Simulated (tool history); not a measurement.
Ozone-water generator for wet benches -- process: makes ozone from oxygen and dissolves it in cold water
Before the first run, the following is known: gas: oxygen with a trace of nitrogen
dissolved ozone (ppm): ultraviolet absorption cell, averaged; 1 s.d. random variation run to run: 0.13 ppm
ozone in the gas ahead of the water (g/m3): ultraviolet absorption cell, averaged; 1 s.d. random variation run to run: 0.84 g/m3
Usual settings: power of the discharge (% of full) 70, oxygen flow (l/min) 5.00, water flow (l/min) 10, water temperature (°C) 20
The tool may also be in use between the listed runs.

| run | day | power of the discharge (% of full) | oxygen flow (l/min) | water flow (l/min) | water temperature (°C) | dissolved ozone (ppm) | ozone in the gas ahead of the water (g/m3) |
|---|---|---|---|---|---|---|---|
| 1 | 0.000 | 70 | 5.00 | 10 | 20 | 22.7 | 159.4 |
| 2 | 4.221 | 70 | 5.00 | 10 | 20 | 22.6 | 159.5 |
| 3 | 7.983 | 70 | 5.00 | 10 | 20 | 22.7 | 160.8 |
| 4 | 11.362 | 70 | 5.00 | 10 | 20 | 22.5 | 161.6 |
| 5 | 14.729 | 70 | 5.00 | 10 | 20 | 22.5 | 161.5 |
| 6 | 21.067 | 70 | 5.00 | 10 | 20 | 22.6 | 160.1 |
| 7 | 24.567 | 70 | 5.00 | 10 | 20 | 22.9 | 161.3 |
| 8 | 28.125 | 70 | 5.00 | 10 | 20 | 22.8 | 161.1 |
| 9 | 33.217 | 70 | 5.00 | 10 | 20 | 22.8 | 161.1 |
| 10 | 36.983 | 70 | 5.00 | 10 | 20 | 22.7 | 162.1 |
| 11 | 41.929 | 70 | 4.73 | 9 | 19 | 24.7 | 164.5 |
| 12 | 44.733 | 70 | 4.73 | 9 | 19 | 24.6 | 163.5 |
| 13 | 47.983 | 42 | 4.85 | 10 | 20 | 14.6 | 103.8 |
|  | 50.150 | contactor cleaned |
| 14 | 53.967 | 42 | 4.85 | 10 | 20 | 14.5 | 103.0 |
| 15 | 59.121 | 42 | 4.85 | 12 | 12 | 15.0 | 103.7 |

Expected results for the next run?
| 16 | 65.029 | 70 | 8.76 | 10 | 20 | ? | ? |

dissolved ozone (ppm): 22.6
ozone in the gas ahead of the water (g/m3): 132.9
Had the tool carried no hidden state, the very same run would have given dissolved ozone (ppm) 22.1, ozone in the gas ahead of the water (g/m3) 133.0.

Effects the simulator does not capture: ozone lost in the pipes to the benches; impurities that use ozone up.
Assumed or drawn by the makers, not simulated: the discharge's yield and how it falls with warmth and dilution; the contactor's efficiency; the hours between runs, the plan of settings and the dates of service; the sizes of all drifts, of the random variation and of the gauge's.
